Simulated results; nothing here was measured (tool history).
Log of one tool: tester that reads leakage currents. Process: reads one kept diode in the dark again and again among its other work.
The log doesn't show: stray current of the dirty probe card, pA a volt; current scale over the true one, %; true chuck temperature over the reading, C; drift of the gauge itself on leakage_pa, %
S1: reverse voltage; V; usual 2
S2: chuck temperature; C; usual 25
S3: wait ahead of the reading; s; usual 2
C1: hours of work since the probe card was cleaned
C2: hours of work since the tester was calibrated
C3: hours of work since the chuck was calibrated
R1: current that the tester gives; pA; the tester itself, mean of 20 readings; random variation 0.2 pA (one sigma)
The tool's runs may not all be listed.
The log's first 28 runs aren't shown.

At hour 4267.3: chuck's temperature calibrated.
Run 29, hour 4328.2: usual settings but S1 1.71 V, S2 28 C, S3 4.72 s; C1 1431; C2 4322; C3 46. Result: R1 75.46 pA.
Run 30, hour 4435.3: usual settings but S2 34 C; C1 1512; C2 4403; C3 126. Result: R1 132.63 pA.
At hour 4485.1: tester calibrated.
Run 31, hour 4543.9: usual settings but S3 8.82 s; C1 1592; C2 44; C3 206. Result: R1 64.18 pA.
Run 32, hour 4738.3: usual settings but S1 15.11 V, S3 8.82 s; C1 1738; C2 190; C3 352. Result: R1 196.43 pA.
Run 33, hour 4901.4: usual settings but S2 36 C; C1 1860; C2 312; C3 474. Result: R1 154.95 pA.
Run 34, hour 5003.3: usual settings but S2 36 C; C1 1937; C2 389; C3 551. Result: R1 154.02 pA.
Run 35, hour 5221.2: usual settings but S1 1.41 V; C1 2100; C2 553; C3 715. Result: R1 53 pA.
Run 36, hour 5323.3: usual settings but S1 15.12 V, S2 33 C, S3 1.79 s; C1 2177; C2 629; C3 791. Result: R1 378.39 pA.
Run 37, hour 5501.7: usual settings but S1 15.12 V, S2 33 C, S3 1.79 s; C1 2311; C2 763; C3 925. Result: R1 378.4 pA.
Run 38, hour 5637.1: usual settings but S1 1.95 V, S2 28 C, S3 6.07 s; C1 2412; C2 865; C3 1027. Result: R1 80.97 pA.
Run 39, hour 5828: usual settings but S1 3.56 V, S3 0.7 s; C1 2556; C2 1008; C3 1170. Result: R1 90.24 pA.

Forecast each of these 5 alternatives for the next run:
Run A, hour 5963.7: usual settings but S1 1.04 V, S3 8.82 s; C1 2657; C2 1110; C3 1272. Result: R1 ?.
Run B, hour 5963.7: usual settings but S1 16.9 V, S2 34 C, S3 0.56 s; C1 2657; C2 1110; C3 1272. Result: R1 ?.
Run C, hour 5963.7: usual settings but S1 3.56 V, S2 30 C, S3 1.33 s; C1 2657; C2 1110; C3 1272. Result: R1 ?.
Run D, hour 5963.7: usual settings but S1 19.9 V, S2 37 C, S3 4.09 s; C1 2657; C2 1110; C3 1272. Result: R1 ?.
Run E, hour 5963.7: usual settings but S1 3.99 V; C1 2657; C2 1110; C3 1272. Result: R1 ?.

run      R1
  A   44.63
  B  441.82
  C  133.42
  D  597.26
  E   94.47
Without the tool's hidden state the same runs would have given:
run      R1
  A   44.61
  B  441.54
  C  133.34
  D  596.91
  E    94.4
